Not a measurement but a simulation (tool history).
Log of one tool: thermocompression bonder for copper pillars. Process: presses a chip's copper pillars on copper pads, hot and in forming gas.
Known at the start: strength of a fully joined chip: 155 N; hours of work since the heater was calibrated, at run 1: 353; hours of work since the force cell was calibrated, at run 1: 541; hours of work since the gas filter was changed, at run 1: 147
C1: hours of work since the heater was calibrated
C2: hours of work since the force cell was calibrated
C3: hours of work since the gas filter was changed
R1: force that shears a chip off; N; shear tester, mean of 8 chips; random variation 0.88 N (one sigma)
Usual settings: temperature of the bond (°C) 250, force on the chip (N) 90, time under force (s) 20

{"run": 1, "hour": 0.0, "temperature of the bond (°C)": 250, "force on the chip (N)": 90, "time under force (s)": 20, "C1": 353, "C2": 541, "C3": 147, "R1": 95}
{"run": 2, "hour": 13.7, "temperature of the bond (°C)": 250, "force on the chip (N)": 115, "time under force (s)": 20, "C1": 362, "C2": 550, "C3": 156, "R1": 113.7}
{"run": 3, "hour": 23.8, "temperature of the bond (°C)": 250, "force on the chip (N)": 115, "time under force (s)": 20, "C1": 369, "C2": 558, "C3": 163, "R1": 112.4}
{"run": 4, "hour": 35.8, "temperature of the bond (°C)": 264, "force on the chip (N)": 90, "time under force (s)": 20, "C1": 378, "C2": 566, "C3": 172, "R1": 112.4}
{"run": 5, "hour": 45.6, "temperature of the bond (°C)": 264, "force on the chip (N)": 90, "time under force (s)": 20, "C1": 385, "C2": 573, "C3": 179, "R1": 112.5}
{"run": 6, "hour": 53.9, "temperature of the bond (°C)": 250, "force on the chip (N)": 90, "time under force (s)": 20, "C1": 391, "C2": 579, "C3": 185, "R1": 94.5}
{"run": 7, "hour": 70.1, "temperature of the bond (°C)": 250, "force on the chip (N)": 90, "time under force (s)": 20, "C1": 402, "C2": 590, "C3": 196, "R1": 93.8}
{"run": 8, "hour": 87.4, "temperature of the bond (°C)": 250, "force on the chip (N)": 90, "time under force (s)": 20, "C1": 414, "C2": 603, "C3": 208, "R1": 94.8}
{"run": 9, "hour": 103.8, "temperature of the bond (°C)": 250, "force on the chip (N)": 90, "time under force (s)": 20, "C1": 426, "C2": 614, "C3": 220, "R1": 93.5}
{"run": 10, "hour": 122.3, "temperature of the bond (°C)": 250, "force on the chip (N)": 90, "time under force (s)": 20, "C1": 439, "C2": 627, "C3": 233, "R1": 95.2}
{"run": 11, "hour": 134.5, "temperature of the bond (°C)": 250, "force on the chip (N)": 90, "time under force (s)": 20, "C1": 448, "C2": 636, "C3": 242, "R1": 95.1}
{"run": 12, "hour": 146.7, "temperature of the bond (°C)": 250, "force on the chip (N)": 90, "time under force (s)": 20, "C1": 456, "C2": 644, "C3": 250, "R1": 94.8}
{"run": 13, "hour": 155.5, "temperature of the bond (°C)": 250, "force on the chip (N)": 90, "time under force (s)": 20, "C1": 463, "C2": 651, "C3": 257, "R1": 96}
{"run": 14, "hour": 164.3, "temperature of the bond (°C)": 250, "force on the chip (N)": 85, "time under force (s)": 20, "C1": 469, "C2": 657, "C3": 263, "R1": 91.3}
{"run": 15, "hour": 180.4, "temperature of the bond (°C)": 250, "force on the chip (N)": 85, "time under force (s)": 14, "C1": 480, "C2": 668, "C3": 274, "R1": 80.3}
{"run": 16, "hour": 192.4, "temperature of the bond (°C)": 250, "force on the chip (N)": 90, "time under force (s)": 20, "C1": 489, "C2": 677, "C3": 283, "R1": 95.7}
{"run": 17, "hour": 202.2, "temperature of the bond (°C)": 250, "force on the chip (N)": 90, "time under force (s)": 20, "C1": 496, "C2": 684, "C3": 289, "R1": 94.5}
{"run": 18, "hour": 217.9, "temperature of the bond (°C)": 250, "force on the chip (N)": 90, "time under force (s)": 21, "C1": 507, "C2": 695, "C3": 301, "R1": 95.8}
{"run": 19, "hour": 237.0, "temperature of the bond (°C)": 239, "force on the chip (N)": 90, "time under force (s)": 20, "C1": 520, "C2": 708, "C3": 314, "R1": 80.8}
{"run": 20, "hour": 249.1, "temperature of the bond (°C)": 250, "force on the chip (N)": 90, "time under force (s)": 20, "C1": 529, "C2": 717, "C3": 323, "R1": 94.7}
{"run": 21, "hour": 263.4, "temperature of the bond (°C)": 250, "force on the chip (N)": 56, "time under force (s)": 20, "C1": 539, "C2": 727, "C3": 333, "R1": 63.4}
{"hour": 281.6, "done": "force cell calibrated"}
{"run": 22, "hour": 282.5, "temperature of the bond (°C)": 250, "force on the chip (N)": 56, "time under force (s)": 20, "C1": 551, "C2": 1, "C3": 345, "R1": 61.4}
{"run": 23, "hour": 300.8, "temperature of the bond (°C)": 259, "force on the chip (N)": 68, "time under force (s)": 14, "C1": 564, "C2": 14, "C3": 358, "R1": 75.6}
{"run": 24, "hour": 311.0, "temperature of the bond (°C)": 231, "force on the chip (N)": 91, "time under force (s)": 16, "C1": 571, "C2": 21, "C3": 365, "R1": 66.2}
{"hour": 314.2, "done": "forming gas filter changed"}
{"run": 25, "hour": 329.9, "temperature of the bond (°C)": 250, "force on the chip (N)": 70, "time under force (s)": 42, "C1": 584, "C2": 34, "C3": 11, "R1": 96.5}
{"run": 26, "hour": 347.1, "temperature of the bond (°C)": 250, "force on the chip (N)": 70, "time under force (s)": 42, "C1": 597, "C2": 46, "C3": 23, "R1": 96.3}
{"run": 27, "hour": 365.9, "temperature of the bond (°C)": 264, "force on the chip (N)": 74, "time under force (s)": 25, "C1": 610, "C2": 59, "C3": 37, "R1": 105.8}
{"run": 28, "hour": 380.9, "temperature of the bond (°C)": 268, "force on the chip (N)": 95, "time under force (s)": 59, "C1": 621, "C2": 70, "C3": 47, "R1": 143.1}
{"run": 29, "hour": 399.4, "temperature of the bond (°C)": 258, "force on the chip (N)": 77, "time under force (s)": 17, "C1": 634, "C2": 83, "C3": 60, "R1": 90.3}
{"run": 30, "hour": 418.1, "temperature of the bond (°C)": 268, "force on the chip (N)": 90, "time under force (s)": 20, "C1": 647, "C2": 96, "C3": 73, "R1": 116.1}
{"run": 31, "hour": 430.7, "temperature of the bond (°C)": 274, "force on the chip (N)": 56, "time under force (s)": 12, "C1": 656, "C2": 105, "C3": 82, "R1": 75}
{"run": 32, "hour": 443.8, "temperature of the bond (°C)": 243, "force on the chip (N)": 69, "time under force (s)": 21, "C1": 665, "C2": 114, "C3": 92, "R1": 68.4}
{"run": 33, "hour": 454.6, "temperature of the bond (°C)": 260, "force on the chip (N)": 108, "time under force (s)": 10, "C1": 673, "C2": 122, "C3": 99, "R1": 100}
{"run": 34, "hour": 473.9, "temperature of the bond (°C)": 239, "force on the chip (N)": 84, "time under force (s)": 20, "C1": 686, "C2": 136, "C3": 113, "R1": 76}
{"run": 35, "hour": 488.4, "temperature of the bond (°C)": 239, "force on the chip (N)": 84, "time under force (s)": 20, "C1": 697, "C2": 146, "C3": 123, "R1": 76.3}
{"run": 36, "hour": 497.8, "temperature of the bond (°C)": 239, "force on the chip (N)": 84, "time under force (s)": 20, "C1": 703, "C2": 153, "C3": 130, "R1": 75.6}
{"run": 37, "hour": 507.6, "temperature of the bond (°C)": 250, "force on the chip (N)": 93, "time under force (s)": 20, "C1": 710, "C2": 159, "C3": 137, "R1": 96.4}
{"run": 38, "hour": 515.8, "temperature of the bond (°C)": 276, "force on the chip (N)": 78, "time under force (s)": 52, "C1": 716, "C2": 165, "C3": 143, "R1": 138.4}
{"run": 39, "hour": 525.7, "temperature of the bond (°C)": 276, "force on the chip (N)": 78, "time under force (s)": 52, "C1": 723, "C2": 172, "C3": 150, "R1": 137.5}

Hidden state at the last listed run before each entry between runs and at the first one after, where it differs:
Between runs 21 and 22: force cell calibrated (hour 281.6)
  force that reaches the chip, % of what is set: 100.3 -> 100; oxide that the forming gas leaves, % of the face: 0.72 -> 0.73
Between runs 24 and 25: forming gas filter changed (hour 314.2)
  oxide that the forming gas leaves, % of the face: 0.75 -> 0.51

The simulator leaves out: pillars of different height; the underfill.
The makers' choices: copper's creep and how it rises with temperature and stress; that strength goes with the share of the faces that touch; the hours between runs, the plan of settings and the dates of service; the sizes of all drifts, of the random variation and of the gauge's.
